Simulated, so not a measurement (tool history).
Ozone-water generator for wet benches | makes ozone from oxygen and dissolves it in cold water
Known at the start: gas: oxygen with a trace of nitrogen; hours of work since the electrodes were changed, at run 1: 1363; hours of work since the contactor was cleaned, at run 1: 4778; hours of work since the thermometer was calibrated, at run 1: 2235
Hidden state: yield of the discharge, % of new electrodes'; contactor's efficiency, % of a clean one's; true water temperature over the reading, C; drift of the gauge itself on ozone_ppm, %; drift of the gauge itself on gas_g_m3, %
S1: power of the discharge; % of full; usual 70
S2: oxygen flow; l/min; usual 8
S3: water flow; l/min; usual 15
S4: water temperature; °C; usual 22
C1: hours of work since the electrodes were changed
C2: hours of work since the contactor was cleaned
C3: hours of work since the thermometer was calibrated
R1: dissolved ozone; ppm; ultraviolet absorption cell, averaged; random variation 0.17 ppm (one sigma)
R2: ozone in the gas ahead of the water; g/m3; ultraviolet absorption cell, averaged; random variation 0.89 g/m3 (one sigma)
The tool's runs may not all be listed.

| run | day | S1 | S2 | S3 | S4 | C1 | C2 | C3 | R1 | R2 |
|---|---|---|---|---|---|---|---|---|---|---|
| 1 | 0 | 70 | 8 | 15 | 22 | 1363 | 4778 | 2235 | 20.8 | 143.9 |
| 2 | 3.271 | 70 | 8 | 15 | 22 | 1415 | 4831 | 2287 | 20.8 | 143.7 |
| 3 | 6.496 | 70 | 8 | 15 | 19 | 1467 | 4883 | 2339 | 22.1 | 144.7 |
| 4 | 8.729 | 70 | 8 | 15 | 19 | 1503 | 4918 | 2375 | 21.5 | 143.1 |
| 5 | 10.421 | 70 | 8 | 15 | 22 | 1530 | 4946 | 2402 | 20.2 | 141.8 |
| 6 | 12.346 | 85 | 8 | 15 | 22 | 1561 | 4977 | 2433 | 22.7 | 158.7 |
| 7 | 15.146 | 70 | 8 | 15 | 22 | 1606 | 5022 | 2478 | 20.6 | 142.2 |
| 8 | 17.275 | 70 | 8 | 15 | 22 | 1641 | 5056 | 2513 | 20.4 | 143.9 |
| 9 | 19.712 | 70 | 8 | 15 | 22 | 1680 | 5095 | 2552 | 20.3 | 140.8 |
| 10 | 21.108 | 70 | 8 | 15 | 22 | 1702 | 5117 | 2574 | 20.5 | 142.2 |
| 11 | 23.179 | 44 | 5.91 | 15 | 22 | 1735 | 5151 | 2607 | 15.9 | 125 |
|  | 23.342 | water thermometer calibrated |
| 12 | 25.004 | 70 | 11.71 | 22 | 20 | 1764 | 5180 | 27 | 17 | 122.6 |
| 13 | 27.621 | 70 | 11.71 | 22 | 20 | 1806 | 5222 | 69 | 17 | 123.1 |
| 14 | 29.592 | 70 | 11.71 | 22 | 20 | 1838 | 5253 | 100 | 17 | 123.9 |
| 15 | 31.712 | 70 | 11.71 | 22 | 20 | 1872 | 5287 | 135 | 16.9 | 123 |
| 16 | 34.808 | 48 | 4.01 | 12 | 22 | 1922 | 5337 | 184 | 18.3 | 150.6 |

Run 17 comes next. What will it give?
|  | 36.325 | water thermometer calibrated, once more |
| 17 | 37.283 | 48 | 4.01 | 12 | 28 | 1961 | 5377 | 15 | ? | ? |

{"run 17": {"R1": 16.4, "R2": 149.8}}
Without the tool's hidden state the same run would have given R1 17.5 ppm, R2 154 g/m3.

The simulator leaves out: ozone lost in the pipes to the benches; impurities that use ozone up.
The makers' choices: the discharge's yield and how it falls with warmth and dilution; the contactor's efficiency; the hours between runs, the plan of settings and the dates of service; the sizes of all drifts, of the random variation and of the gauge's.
